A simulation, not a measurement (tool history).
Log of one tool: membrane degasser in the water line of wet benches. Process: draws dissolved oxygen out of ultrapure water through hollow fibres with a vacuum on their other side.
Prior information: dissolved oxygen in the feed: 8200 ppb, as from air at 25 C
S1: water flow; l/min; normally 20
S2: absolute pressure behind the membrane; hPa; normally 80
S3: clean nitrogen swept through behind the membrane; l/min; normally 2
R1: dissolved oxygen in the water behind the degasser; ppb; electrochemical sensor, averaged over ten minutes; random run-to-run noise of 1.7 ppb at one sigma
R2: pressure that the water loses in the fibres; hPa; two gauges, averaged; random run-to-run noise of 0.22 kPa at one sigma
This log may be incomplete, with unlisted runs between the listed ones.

{"run": 1, "day": 0.0, "S1": 20, "S2": 80, "S3": 2, "R1": 161.7, "R2": 519.3}
{"run": 2, "day": 4.167, "S1": 20, "S2": 80, "S3": 2, "R1": 161.4, "R2": 520.3}
{"run": 3, "day": 7.367, "S1": 20, "S2": 80, "S3": 2, "R1": 162.1, "R2": 523.9}
{"run": 4, "day": 10.142, "S1": 20, "S2": 150.7, "S3": 2, "R1": 321.4, "R2": 519.3}
{"run": 5, "day": 12.3, "S1": 20, "S2": 80, "S3": 2, "R1": 167.7, "R2": 521.5}
{"run": 6, "day": 16.483, "S1": 15, "S2": 80, "S3": 2, "R1": 115.5, "R2": 393.6}
{"run": 7, "day": 18.892, "S1": 15, "S2": 80, "S3": 2, "R1": 117, "R2": 391.8}
{"run": 8, "day": 20.746, "S1": 15, "S2": 80, "S3": 2, "R1": 115.9, "R2": 392}
{"run": 9, "day": 24.129, "S1": 15, "S2": 80, "S3": 2, "R1": 116.5, "R2": 390.1}
{"run": 10, "day": 26.729, "S1": 15, "S2": 80, "S3": 2, "R1": 114.8, "R2": 386.4}
{"run": 11, "day": 28.612, "S1": 15, "S2": 80, "S3": 2, "R1": 115.4, "R2": 384.7}
{"run": 12, "day": 30.546, "S1": 24, "S2": 80, "S3": 2, "R1": 198.3, "R2": 623}
{"run": 13, "day": 32.979, "S1": 24, "S2": 80, "S3": 1.61, "R1": 231.8, "R2": 623.2}
{"run": 14, "day": 35.454, "S1": 24, "S2": 80, "S3": 1.61, "R1": 232.6, "R2": 618.8}
{"run": 15, "day": 37.367, "S1": 20, "S2": 118.6, "S3": 2, "R1": 253.3, "R2": 517.2}
{"run": 16, "day": 39.396, "S1": 20, "S2": 118.6, "S3": 2, "R1": 251.5, "R2": 516.9}
{"run": 17, "day": 42.171, "S1": 18, "S2": 176.8, "S3": 2.69, "R1": 265.4, "R2": 464.5}
{"run": 18, "day": 45.875, "S1": 18, "S2": 176.8, "S3": 2.69, "R1": 272.2, "R2": 463.5}
{"run": 19, "day": 49.696, "S1": 25, "S2": 80, "S3": 1.77, "R1": 224.5, "R2": 639}
{"run": 20, "day": 53.121, "S1": 20, "S2": 154.5, "S3": 1.26, "R1": 470.3, "R2": 513.6}
{"run": 21, "day": 56.475, "S1": 13, "S2": 80, "S3": 5.54, "R1": 51.6, "R2": 332.7}
{"run": 22, "day": 59.938, "S1": 13, "S2": 80, "S3": 5.54, "R1": 50.6, "R2": 333.4}
{"run": 23, "day": 63.779, "S1": 13, "S2": 197.7, "S3": 2, "R1": 277.6, "R2": 332}
{"run": 24, "day": 66.967, "S1": 13, "S2": 197.7, "S3": 2, "R1": 281.7, "R2": 334.7}
{"run": 25, "day": 69.712, "S1": 13, "S2": 197.7, "S3": 2, "R1": 275.2, "R2": 336.3}
{"day": 71.804, "done": "seals of the vacuum lines changed"}
{"run": 26, "day": 72.025, "S1": 16, "S2": 108.7, "S3": 5.8, "R1": 85.9, "R2": 407.5}
{"run": 27, "day": 75.775, "S1": 19, "S2": 80, "S3": 2, "R1": 155.7, "R2": 485.4}
{"run": 28, "day": 78.842, "S1": 30, "S2": 80, "S3": 2, "R1": 261, "R2": 755.7}
{"day": 81.683, "done": "vacuum gauge calibrated"}
{"run": 29, "day": 82.825, "S1": 17, "S2": 187.7, "S3": 1.08, "R1": 565.1, "R2": 437.7}
{"day": 85.304, "done": "gauge calibrated"}
{"run": 30, "day": 85.304, "S1": 17, "S2": 187.7, "S3": 1.08, "R1": 556.4, "R2": 442.3}
{"run": 31, "day": 88.233, "S1": 22, "S2": 80, "S3": 2.49, "R1": 160.8, "R2": 575}
{"run": 32, "day": 90.504, "S1": 15, "S2": 88.3, "S3": 1.72, "R1": 146.4, "R2": 393.8}

Here are 4 independent what-if runs from the current tool condition. What would each one return?
{"run": "A", "day": 93.046, "S1": 27, "S2": 90.5, "S3": 1.33, "R1": "?", "R2": "?"}
{"run": "B", "day": 93.046, "S1": 20, "S2": 195.3, "S3": 2.1, "R1": "?", "R2": "?"}
{"run": "C", "day": 93.046, "S1": 20, "S2": 68.8, "S3": 2, "R1": "?", "R2": "?"}
{"run": "D", "day": 93.046, "S1": 32, "S2": 182.3, "S3": 1.19, "R1": "?", "R2": "?"}

run=A R1=325.1 R2=701.7
run=B R1=399.5 R2=522.6
run=C R1=135.9 R2=523.1
run=D R1=900.9 R2=830.5
Without the tool's unlogged condition, the same runs would have read:
run=A R1=324.9 R2=702.8
run=B R1=399.4 R2=523.4
run=C R1=135.7 R2=523.9
run=D R1=900.7 R2=831.8
